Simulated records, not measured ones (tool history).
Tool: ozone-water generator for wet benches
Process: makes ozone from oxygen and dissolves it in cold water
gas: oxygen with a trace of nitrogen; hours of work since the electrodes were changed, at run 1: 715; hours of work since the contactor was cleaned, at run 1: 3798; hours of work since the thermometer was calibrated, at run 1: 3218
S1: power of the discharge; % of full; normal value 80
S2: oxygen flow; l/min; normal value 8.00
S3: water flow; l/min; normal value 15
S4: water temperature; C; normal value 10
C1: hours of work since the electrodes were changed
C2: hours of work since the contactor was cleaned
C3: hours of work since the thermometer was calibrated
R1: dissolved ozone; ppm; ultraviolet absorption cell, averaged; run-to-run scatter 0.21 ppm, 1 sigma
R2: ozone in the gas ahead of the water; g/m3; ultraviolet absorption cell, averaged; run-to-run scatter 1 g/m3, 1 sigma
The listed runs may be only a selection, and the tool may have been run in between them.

run,hour,S1,S2,S3,S4,C1,C2,C3,R1,R2
1,0.0,80,8.00,15,10,715,3798,3218,28.6,181.7
2,148.2,80,8.00,15,10,859,3942,3362,28.1,181.3
3,243.3,80,8.00,15,10,951,4035,3455,28.2,179.0
4,364.0,80,8.00,15,10,1069,4152,3572,27.6,178.5
# hour 400.0: contactor cleaned
5,539.7,80,8.00,15,10,1235,136,3739,26.7,178.6
6,674.8,80,8.00,15,10,1367,267,3870,26.8,176.9
7,855.4,80,8.00,22,10,1542,442,4045,19.3,176.0
# hour 992.3: contactor cleaned, once more
8,1026.8,80,8.00,22,10,1705,34,4208,21.6,173.7
9,1233.3,80,8.00,22,10,1905,234,4409,21.1,173.2
10,1426.1,57,4.54,20,12,2092,421,4596,17.1,184.1
11,1528.4,57,4.54,20,12,2192,521,4695,17.2,182.7
# hour 1580.5: water thermometer calibrated
12,1744.5,80,9.08,14,18,2401,730,159,24.7,162.9
13,1907.4,80,9.08,18,18,2559,888,318,20.9,158.0

Here are 3 independent what-if runs from the current tool condition. What would each one return?
A,2028.8,85,7.58,18,18,2677,1006,435,?,?
B,2028.8,69,9.08,15,18,2677,1006,435,?,?
C,2028.8,62,7.29,15,10,2677,1006,435,?,?

run,R1,R2
A,21.4,177.2
B,21.5,146.4
C,24.1,152.2
What these runs would have given with no unlogged condition in the tool:
run,R1,R2
A,24.3,196.3
B,24.2,160.4
C,26.9,165.9
